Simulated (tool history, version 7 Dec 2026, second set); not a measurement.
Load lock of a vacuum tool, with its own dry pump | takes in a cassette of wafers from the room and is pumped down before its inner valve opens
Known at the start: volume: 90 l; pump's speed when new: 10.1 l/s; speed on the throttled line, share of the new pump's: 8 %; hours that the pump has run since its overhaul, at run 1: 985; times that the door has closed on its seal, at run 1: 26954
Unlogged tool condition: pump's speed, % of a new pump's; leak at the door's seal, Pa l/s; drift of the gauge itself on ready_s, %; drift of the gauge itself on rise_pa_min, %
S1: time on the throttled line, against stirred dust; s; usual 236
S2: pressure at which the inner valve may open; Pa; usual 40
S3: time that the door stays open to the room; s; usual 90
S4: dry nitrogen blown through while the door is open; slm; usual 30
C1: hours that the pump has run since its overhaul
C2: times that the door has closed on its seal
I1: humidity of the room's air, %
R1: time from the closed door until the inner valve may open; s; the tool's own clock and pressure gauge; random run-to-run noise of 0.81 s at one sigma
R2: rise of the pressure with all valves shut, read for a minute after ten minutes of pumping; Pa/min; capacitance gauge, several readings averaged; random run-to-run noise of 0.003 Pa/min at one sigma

run    hour   S1  S2   S3  S4    C1     C2    I1     R1     R2
  1     0.0  236  40   90  30   985  26954  44.7  287.6  0.111
  2   568.9  236  40   90  14  1554  29658  46.1  288.3  0.125
  3   889.9  236  40   90  30  1875  31183  43.3  287.7  0.131
  4  1171.5  236  40   90  30  2157  32521  47.8  287.7  0.135
  5  1695.6  236  40   90  30  2681  35012  42.8  287.6  0.145
  6  2206.9  236  40   90  30  3192  37442  44.1  289.8  0.172
  7  2461.6  236  40   90  30  3447  38653  45.5  289.0  0.171
  8  2801.8  454  59  128   6  3787  40269  45.2  484.5  0.191
  9  3316.4  281  59   57   6  4302  42715  44.0  325.7  0.195
 10  3643.3  281  59   57   6  4629  44269  42.6  325.4  0.204
 11  4176.8  281  59   49   7  5162  46804  44.6  326.8  0.221

Run by run, hidden condition taken away, random variation retained:
run     R1     R2
  1  287.0  0.016
  2  287.4  0.018
  3  286.6  0.017
  4  286.5  0.013
  5  286.1  0.011
  6  288.0  0.023
  7  287.0  0.018
  8  483.3  0.030
  9  323.6  0.020
 10  323.2  0.020
 11  324.2  0.025

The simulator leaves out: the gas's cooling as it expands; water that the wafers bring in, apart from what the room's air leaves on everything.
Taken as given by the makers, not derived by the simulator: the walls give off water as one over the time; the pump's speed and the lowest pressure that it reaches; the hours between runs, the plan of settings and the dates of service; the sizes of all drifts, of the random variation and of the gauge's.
